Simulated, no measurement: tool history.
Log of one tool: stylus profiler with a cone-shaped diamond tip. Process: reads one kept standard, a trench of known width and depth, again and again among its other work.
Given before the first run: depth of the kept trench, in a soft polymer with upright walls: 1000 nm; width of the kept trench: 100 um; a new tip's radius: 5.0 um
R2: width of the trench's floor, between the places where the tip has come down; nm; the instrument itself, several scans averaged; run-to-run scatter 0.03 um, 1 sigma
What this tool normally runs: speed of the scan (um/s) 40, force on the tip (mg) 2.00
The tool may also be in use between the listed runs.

{"run": 1, "day": 0.0, "speed of the scan (um/s)": 40, "force on the tip (mg)": 2.0, "depth of the trench (nm)": 1013.68, "R2": 92440}
{"run": 2, "day": 4.588, "speed of the scan (um/s)": 40, "force on the tip (mg)": 2.0, "depth of the trench (nm)": 1013.92, "R2": 92340}
{"run": 3, "day": 8.675, "speed of the scan (um/s)": 40, "force on the tip (mg)": 2.0, "depth of the trench (nm)": 1014.1, "R2": 92320}
{"run": 4, "day": 13.667, "speed of the scan (um/s)": 40, "force on the tip (mg)": 4.4, "depth of the trench (nm)": 1021.17, "R2": 92250}
{"run": 5, "day": 18.104, "speed of the scan (um/s)": 40, "force on the tip (mg)": 4.4, "depth of the trench (nm)": 1021.47, "R2": 92320}
{"run": 6, "day": 20.7, "speed of the scan (um/s)": 40, "force on the tip (mg)": 2.0, "depth of the trench (nm)": 1014.99, "R2": 92240}
{"run": 7, "day": 25.779, "speed of the scan (um/s)": 40, "force on the tip (mg)": 1.84, "depth of the trench (nm)": 1014.75, "R2": 92150}
{"day": 28.433, "done": "height scale calibrated on a step standard"}
{"run": 8, "day": 30.167, "speed of the scan (um/s)": 40, "force on the tip (mg)": 2.0, "depth of the trench (nm)": 1016.59, "R2": 92130}
{"run": 9, "day": 34.938, "speed of the scan (um/s)": 40, "force on the tip (mg)": 2.0, "depth of the trench (nm)": 1017.44, "R2": 92070}
{"day": 36.783, "done": "height scale calibrated on a step standard, once more"}
{"run": 10, "day": 38.45, "speed of the scan (um/s)": 40, "force on the tip (mg)": 2.0, "depth of the trench (nm)": 1009.63, "R2": 92110}
{"run": 11, "day": 41.179, "speed of the scan (um/s)": 40, "force on the tip (mg)": 2.01, "depth of the trench (nm)": 1009.15, "R2": 92040}
{"run": 12, "day": 45.938, "speed of the scan (um/s)": 40, "force on the tip (mg)": 2.01, "depth of the trench (nm)": 1010.06, "R2": 92070}
{"run": 13, "day": 48.112, "speed of the scan (um/s)": 40, "force on the tip (mg)": 2.01, "depth of the trench (nm)": 1009.87, "R2": 91990}
{"run": 14, "day": 50.488, "speed of the scan (um/s)": 40, "force on the tip (mg)": 2.01, "depth of the trench (nm)": 1010.32, "R2": 91970}
{"run": 15, "day": 54.825, "speed of the scan (um/s)": 40, "force on the tip (mg)": 3.35, "depth of the trench (nm)": 1014.18, "R2": 91960}
{"run": 16, "day": 58.725, "speed of the scan (um/s)": 40, "force on the tip (mg)": 3.35, "depth of the trench (nm)": 1015.03, "R2": 91850}
{"run": 17, "day": 63.829, "speed of the scan (um/s)": 40, "force on the tip (mg)": 3.35, "depth of the trench (nm)": 1014.86, "R2": 91850}
{"run": 18, "day": 67.754, "speed of the scan (um/s)": 40, "force on the tip (mg)": 4.41, "depth of the trench (nm)": 1018.2, "R2": 91840}
{"run": 19, "day": 72.233, "speed of the scan (um/s)": 115, "force on the tip (mg)": 5.84, "depth of the trench (nm)": 1021.6, "R2": 91710}
{"run": 20, "day": 74.429, "speed of the scan (um/s)": 56, "force on the tip (mg)": 1.33, "depth of the trench (nm)": 1009.8, "R2": 91680}
{"run": 21, "day": 77.817, "speed of the scan (um/s)": 39, "force on the tip (mg)": 0.72, "depth of the trench (nm)": 1007.68, "R2": 91700}
{"run": 22, "day": 80.138, "speed of the scan (um/s)": 79, "force on the tip (mg)": 1.53, "depth of the trench (nm)": 1011.13, "R2": 91650}
{"run": 23, "day": 84.183, "speed of the scan (um/s)": 21, "force on the tip (mg)": 1.04, "depth of the trench (nm)": 1008.92, "R2": 91720}
{"run": 24, "day": 86.608, "speed of the scan (um/s)": 17, "force on the tip (mg)": 0.86, "depth of the trench (nm)": 1008.56, "R2": 91690}
{"run": 25, "day": 90.625, "speed of the scan (um/s)": 58, "force on the tip (mg)": 0.86, "depth of the trench (nm)": 1009.08, "R2": 91550}
{"run": 26, "day": 95.104, "speed of the scan (um/s)": 126, "force on the tip (mg)": 5.88, "depth of the trench (nm)": 1023.62, "R2": 91460}
{"run": 27, "day": 98.871, "speed of the scan (um/s)": 13, "force on the tip (mg)": 2.33, "depth of the trench (nm)": 1014.92, "R2": 91600}
{"run": 28, "day": 101.908, "speed of the scan (um/s)": 13, "force on the tip (mg)": 2.33, "depth of the trench (nm)": 1014.9, "R2": 91620}
{"run": 29, "day": 106.533, "speed of the scan (um/s)": 102, "force on the tip (mg)": 0.86, "depth of the trench (nm)": 1009.67, "R2": 91260}
{"run": 30, "day": 111.533, "speed of the scan (um/s)": 38, "force on the tip (mg)": 3.3, "depth of the trench (nm)": 1018.35, "R2": 91470}

A few steps of depth of the trench (nm) between consecutive runs. Split each: what settings, incoming material and random variation would produce without the hidden state, and what is left over for the hidden state, along with gauge scatter present in only one of the two compared results (measured, and without hidden state):
The tool's hidden condition here consists of: radius of the tip, um; height scale over the true one, %; drift of the gauge itself on depth_nm, %; drift of the gauge itself on floor_um, %.
Run 3 -> 4: force on the tip (mg) 2.00 -> 4.40. depth of the trench (nm) +7.07: hidden state +0.42, all else +6.65.
Run 7 -> 8: force on the tip (mg) 1.84 -> 2.00, height scale calibrated on a step standard. depth of the trench (nm) +1.84: hidden state +1.38, all else +0.46.
Run 9 -> 10: height scale calibrated on a step standard, once more. depth of the trench (nm) -7.81: hidden state -7.62, all else -0.19.
Run 19 -> 20: speed of the scan (um/s) 115 -> 56, force on the tip (mg) 5.84 -> 1.33. depth of the trench (nm) -11.80: hidden state +0.14, all else -11.94.
Run 25 -> 26: speed of the scan (um/s) 58 -> 126, force on the tip (mg) 0.86 -> 5.88. depth of the trench (nm) +14.54: hidden state +0.34, all else +14.20.
Run 26 -> 27: speed of the scan (um/s) 126 -> 13, force on the tip (mg) 5.88 -> 2.33. depth of the trench (nm) -8.70: hidden state +0.24, all else -8.94.

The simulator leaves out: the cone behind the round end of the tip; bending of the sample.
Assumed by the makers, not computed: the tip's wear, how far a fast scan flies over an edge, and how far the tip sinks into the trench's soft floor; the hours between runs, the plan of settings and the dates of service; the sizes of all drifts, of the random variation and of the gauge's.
